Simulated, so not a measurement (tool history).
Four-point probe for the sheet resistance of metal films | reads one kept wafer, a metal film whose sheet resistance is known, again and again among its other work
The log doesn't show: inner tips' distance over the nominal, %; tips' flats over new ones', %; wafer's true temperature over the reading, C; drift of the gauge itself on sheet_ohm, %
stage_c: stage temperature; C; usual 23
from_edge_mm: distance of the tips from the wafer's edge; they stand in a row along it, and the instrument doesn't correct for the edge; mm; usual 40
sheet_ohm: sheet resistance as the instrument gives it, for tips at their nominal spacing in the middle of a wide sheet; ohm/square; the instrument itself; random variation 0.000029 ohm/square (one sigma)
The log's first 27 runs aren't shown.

run,hour,stage_c,from_edge_mm,touches since the probe head was changed,hours of work since the stage's thermometer was calibrated,sheet_ohm
28,339.5,32,9,51989,382,0.144239
29,353.1,35,10,52307,392,0.143636
30,368.7,27,40,52670,402,0.143996
31,385,27,40,53049,413,0.143949
32,396.8,19,15,53324,421,0.145381
33,413.2,27,3,53707,431,0.152051
34,429.8,26,68,54091,442,0.144079
35,447.5,26,65,54504,454,0.144086
36,462.3,35,40,54849,464,0.142978
37,472.4,27,49,55085,471,0.144
38,480.1,23,3,55264,476,0.152598
39,487.6,34,60,55438,481,0.143038
40,505.2,19,62,55848,492,0.145081
41,522.9,19,62,56260,504,0.145097

Forecast each of these 3 alternatives for the next run:
A,534,32,25,56517,511,?
B,534,27,3,56517,511,?
C,534,24,5,56517,511,?

run,sheet_ohm
A,0.143388
B,0.152051
C,0.147391
Without the tool's hidden state the same runs would have given:
run,sheet_ohm
A,0.143396
B,0.15206
C,0.147399

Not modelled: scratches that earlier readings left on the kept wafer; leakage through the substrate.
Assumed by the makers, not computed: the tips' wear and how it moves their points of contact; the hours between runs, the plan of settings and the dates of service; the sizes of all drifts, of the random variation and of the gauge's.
